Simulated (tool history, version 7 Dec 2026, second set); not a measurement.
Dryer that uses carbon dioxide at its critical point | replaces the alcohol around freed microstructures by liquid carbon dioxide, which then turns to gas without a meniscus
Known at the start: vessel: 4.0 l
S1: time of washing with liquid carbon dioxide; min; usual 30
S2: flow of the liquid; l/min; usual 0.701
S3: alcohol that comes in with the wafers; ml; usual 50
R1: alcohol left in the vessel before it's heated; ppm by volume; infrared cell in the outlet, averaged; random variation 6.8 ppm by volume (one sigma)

run   hour  S1     S2  S3   R1
  1      0  30  0.701  50  355
  2   13.7  29  0.701  50  405
  3   27.6  30   1.19  50   48
  4   37.4  30  0.701  50  367
  5   46.4  30  0.701  42  318
  6   56.7  30   0.74  50  315
  7   71.8  30   0.74  50  313
  8   85.7  30   0.74  50  323
  9   96.2  30   0.74  50  312
 10  112.6  30   0.74  50  334
 11  125.2  30  0.735  50  337
 12  145.1  30  0.735  50  343
 13  160.5  30  0.701  50  404
 14  180.9  30  0.701  50  428
 15  200.8  30  0.701  50  461
 16  221.6  23  0.701  50  956
 17  242.3  23  0.701  50  957
 18  251.9  30  0.701  60  541
 19  268.8  30  0.701  50  460
 20    289  35   1.03  27   36
 21  301.5  48  0.636  59  145
 22  316.8  48  0.636  59  138
 23  326.8  48  0.636  59  144
 24  346.2  40  0.989  40   42
 25  364.6  30  0.701  48  477
     369.1  -- inlet filter changed
 26  383.7  30  0.701  22  164
 27  394.1  30  0.701  62  409

Forecast run 28:
 28   410  30  0.874  39   ?

Run 28 gave R1 133 ppm by volume.
Without the tool's hidden state the same run would have given R1 108 ppm by volume.
